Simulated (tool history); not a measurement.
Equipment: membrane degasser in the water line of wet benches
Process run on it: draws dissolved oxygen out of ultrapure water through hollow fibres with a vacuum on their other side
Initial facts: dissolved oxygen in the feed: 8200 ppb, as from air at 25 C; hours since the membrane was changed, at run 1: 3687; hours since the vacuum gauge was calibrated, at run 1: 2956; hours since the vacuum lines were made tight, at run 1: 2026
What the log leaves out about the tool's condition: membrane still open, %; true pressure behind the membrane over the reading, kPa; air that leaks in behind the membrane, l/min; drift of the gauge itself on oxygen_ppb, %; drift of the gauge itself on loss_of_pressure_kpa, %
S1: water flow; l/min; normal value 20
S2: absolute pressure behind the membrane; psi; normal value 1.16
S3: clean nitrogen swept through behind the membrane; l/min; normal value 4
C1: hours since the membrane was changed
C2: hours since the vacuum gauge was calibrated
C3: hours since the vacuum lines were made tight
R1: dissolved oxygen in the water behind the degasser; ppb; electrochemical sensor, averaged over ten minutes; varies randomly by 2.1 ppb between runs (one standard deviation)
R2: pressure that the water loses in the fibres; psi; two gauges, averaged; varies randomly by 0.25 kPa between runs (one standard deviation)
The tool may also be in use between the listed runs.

Run 1, hour 0: usual settings; C1 3687; C2 2956; C3 2026. Result: R1 233.7 ppb, R2 9.822 psi.
Run 2, hour 52.2: usual settings; C1 3739; C2 3008; C3 2078. Result: R1 237.5 ppb, R2 9.925 psi.
Run 3, hour 131.5: usual settings; C1 3819; C2 3088; C3 2157. Result: R1 234.9 ppb, R2 9.894 psi.
At hour 140.1: vacuum gauge calibrated.
Run 4, hour 248.4: usual settings; C1 3935; C2 108; C3 2274. Result: R1 237.8 ppb, R2 9.91 psi.
Run 5, hour 356.5: usual settings; C1 4043; C2 216; C3 2382. Result: R1 237.4 ppb, R2 9.887 psi.
Run 6, hour 417.1: usual settings; C1 4104; C2 277; C3 2442. Result: R1 237.7 ppb, R2 9.99 psi.
Run 7, hour 526.8: usual settings but S2 1.414 psi, S3 6.11 l/min; C1 4214; C2 387; C3 2552. Result: R1 235.4 ppb, R2 9.868 psi.
Run 8, hour 641.3: usual settings but S2 1.414 psi, S3 6.11 l/min; C1 4328; C2 501; C3 2667. Result: R1 233 ppb, R2 9.921 psi.
At hour 737: vacuum gauge calibrated, once more.
Run 9, hour 749.3: usual settings but S1 15 l/min, S2 0.788 psi, S3 6.11 l/min; C1 4436; C2 12; C3 2774. Result: R1 112.6 ppb, R2 7.467 psi.
Run 10, hour 818.9: usual settings but S1 15 l/min, S2 0.788 psi, S3 6.11 l/min; C1 4505; C2 82; C3 2844. Result: R1 111.7 ppb, R2 7.471 psi.

Here are 4 independent what-if runs from the current tool condition. What would each one return?
Run A, hour 905.5: usual settings but S1 30 l/min, S2 0.862 psi, S3 3.93 l/min; C1 4592; C2 168; C3 2930. Result: R1 ?, R2 ?.
Run B, hour 905.5: usual settings but S1 15 l/min, S2 2.863 psi, S3 1.61 l/min; C1 4592; C2 168; C3 2930. Result: R1 ?, R2 ?.
Run C, hour 905.5: usual settings but S1 27 l/min, S2 2.46 psi, S3 9.52 l/min; C1 4592; C2 168; C3 2930. Result: R1 ?, R2 ?.
Run D, hour 905.5: usual settings but S1 15 l/min, S2 2.64 psi, S3 6.11 l/min; C1 4592; C2 168; C3 2930. Result: R1 ?, R2 ?.

run     R1      R2
  A  418.7  14.953
  B  444.9   7.493
  C  403.1  13.558
  D  190.4   7.458
Without the tool's hidden state the same runs would have given:
run     R1      R2
  A  373.3  14.344
  B  427.3   7.188
  C  363.1   13.01
  D    173   7.153

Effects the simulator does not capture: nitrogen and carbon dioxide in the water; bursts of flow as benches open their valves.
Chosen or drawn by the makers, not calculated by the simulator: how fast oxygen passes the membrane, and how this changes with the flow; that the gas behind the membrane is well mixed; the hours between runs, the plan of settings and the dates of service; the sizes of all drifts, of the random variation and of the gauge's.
